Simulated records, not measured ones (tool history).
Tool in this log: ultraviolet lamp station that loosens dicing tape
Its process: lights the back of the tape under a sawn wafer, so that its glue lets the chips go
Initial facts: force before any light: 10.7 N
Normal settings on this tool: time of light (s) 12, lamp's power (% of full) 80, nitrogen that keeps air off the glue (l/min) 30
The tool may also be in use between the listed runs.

run	hour	time of light (s)	lamp's power (% of full)	nitrogen that keeps air off the glue (l/min)	force that peels the tape off (N)	light that reached the tape (mJ/cm2)
1	0	12	80	30	0.284	444
2	36.4	12	80	30	0.272	438
3	68.1	12	80	30	0.297	436
4	85.5	12	80	30	0.308	433
5	119.2	12	80	30	0.322	422
6	149.7	12	86	30	0.255	448
7	179.2	12	86	30	0.282	446
8	212.5	12	80	13	0.834	411
9	232.2	12	94	30	0.233	477
10	266.9	12	94	30	0.258	466
11	283.6	12	94	30	0.242	472
12	316.7	12	80	19	0.641	388
13	342.2	12	80	19	0.653	392
14	359.1	12	80	19	0.663	388
# hour 371.1: window cleaned of glue's vapour
15	377.3	12	80	19	0.501	425
16	398.1	12	80	19	0.524	429
17	421.7	12	80	19	0.521	418
18	438.3	12	80	19	0.516	425
19	475.4	12	98	30	0.194	508
20	507.8	12	98	30	0.189	496
21	531.1	12	98	30	0.211	494
22	553.5	12	98	30	0.219	489
23	570.4	12	98	30	0.221	487
24	590.7	15	98	21	0.165	600
25	607.4	12	84	33	0.307	413
26	624.7	12	96	30	0.244	461
27	654.5	9	96	39	0.441	350
28	675.8	23	66	26	0.146	596
29	699.5	16	65	10	1.082	408
30	729.7	8	100	30	0.757	307
31	752.8	8	100	30	0.781	306
32	768.6	8	100	30	0.794	304
33	804.2	7	74	32	1.889	192
34	836.5	22	80	25	0.116	648
35	851.9	18	80	25	0.195	529
36	871.3	8	84	25	1.449	242
37	894.9	8	84	25	1.475	242
38	916.1	8	84	25	1.522	239
39	940	8	84	25	1.61	238
40	973.7	19	82	25	0.197	544
41	1000.8	19	82	25	0.196	535
42	1028.9	19	82	25	0.197	532
# hour 1036.9: window cleaned of glue's vapour
43	1053.1	19	82	25	0.16	582

What would each run have given without the hidden state, its run-to-run variation left as it was?
The hidden state here: lamp's light, % of a new lamp's; light that the window lets through, % of a clean one's; drift of the gauge itself on peel_n, %; drift of the gauge itself on dose_mj_cm2, %.
run	force that peels the tape off (N)	light that reached the tape (mJ/cm2)
1	0.199	501
2	0.181	502
3	0.194	505
4	0.196	504
5	0.198	499
6	0.149	537
7	0.166	540
8	0.491	504
9	0.132	591
10	0.145	584
11	0.131	594
12	0.321	497
13	0.325	507
14	0.313	504
15	0.319	499
16	0.323	507
17	0.316	499
18	0.301	510
19	0.119	619
20	0.106	613
21	0.12	616
22	0.124	617
23	0.121	618
24	0.092	768
25	0.145	530
26	0.122	598
27	0.194	458
28	0.09	790
29	0.53	544
30	0.334	416
31	0.332	418
32	0.337	418
33	0.978	268
34	0.074	916
35	0.084	754
36	0.634	349
37	0.638	351
38	0.652	350
39	0.666	353
40	0.089	819
41	0.083	813
42	0.077	819
43	0.087	813
